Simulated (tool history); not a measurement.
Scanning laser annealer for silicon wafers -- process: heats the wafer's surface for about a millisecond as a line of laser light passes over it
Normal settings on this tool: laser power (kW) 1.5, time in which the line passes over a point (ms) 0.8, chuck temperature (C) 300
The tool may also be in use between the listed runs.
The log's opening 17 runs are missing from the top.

run   hour  laser power (kW)  time in which the line passes over a point (ms)  chuck temperature (C)  highest temperature of the surface (C)
 18  152.2               1.5                                              0.8                    300                                    1108
 19  157.8               1.5                                              0.8                    300                                    1106
 20    165               1.5                                              0.8                    300                                    1106
 21  171.9               1.5                                              0.8                    300                                    1106
     175.4  -- laser's power meter calibrated
 22  183.7               1.5                                            0.595                    300                                    1000
 23  192.2             1.324                                            0.934                    281                                    1024
 24  197.8             1.324                                            0.934                    281                                    1028
       208  -- window over the wafer cleaned
 25  208.6             1.324                                            0.934                    281                                    1047
     212.3  -- laser's power meter calibrated, once more
 26  222.7              1.35                                              0.8                    296                                    1023
 27  233.7             1.385                                              0.8                    318                                    1068
 28    242             1.385                                              0.8                    318                                    1070
 29  251.3             1.322                                              0.8                    283                                     991
 30  263.2             1.322                                              0.8                    283                                     989
 31  273.9             1.535                                              0.8                    300                                    1145
 32  286.3             1.461                                            0.892                    286                                    1127
 33  293.8             1.461                                            0.892                    286                                    1129
 34  303.3             1.454                                            0.693                    305                                    1042
 35    311             1.485                                            0.603                    277                                     983
 36  321.1             1.485                                            0.603                    336                                    1044
 37  329.3             1.419                                            0.702                    298                                    1019
 38  334.8             1.419                                            0.702                    298                                    1016
 39    347             1.419                                            0.702                    298                                    1012
 40  356.9               1.5                                              0.8                    280                                    1103
 41  369.1             1.464                                            0.935                    266                                    1129

Below are 3 alternative next runs, each starting from the tool's condition after run 41. Predict each:
  A   376             1.464                                            0.683                    330                                       ?
  B   376             1.381                                              0.9                    266                                       ?
  C   376             1.625                                            0.716                    298                                       ?

run  highest temperature of the surface (C)
  A                                    1067
  B                                    1049
  C                                    1156
Without the tool's hidden state the same runs would have given:
run  highest temperature of the surface (C)
  A                                    1088
  B                                    1072
  C                                    1181
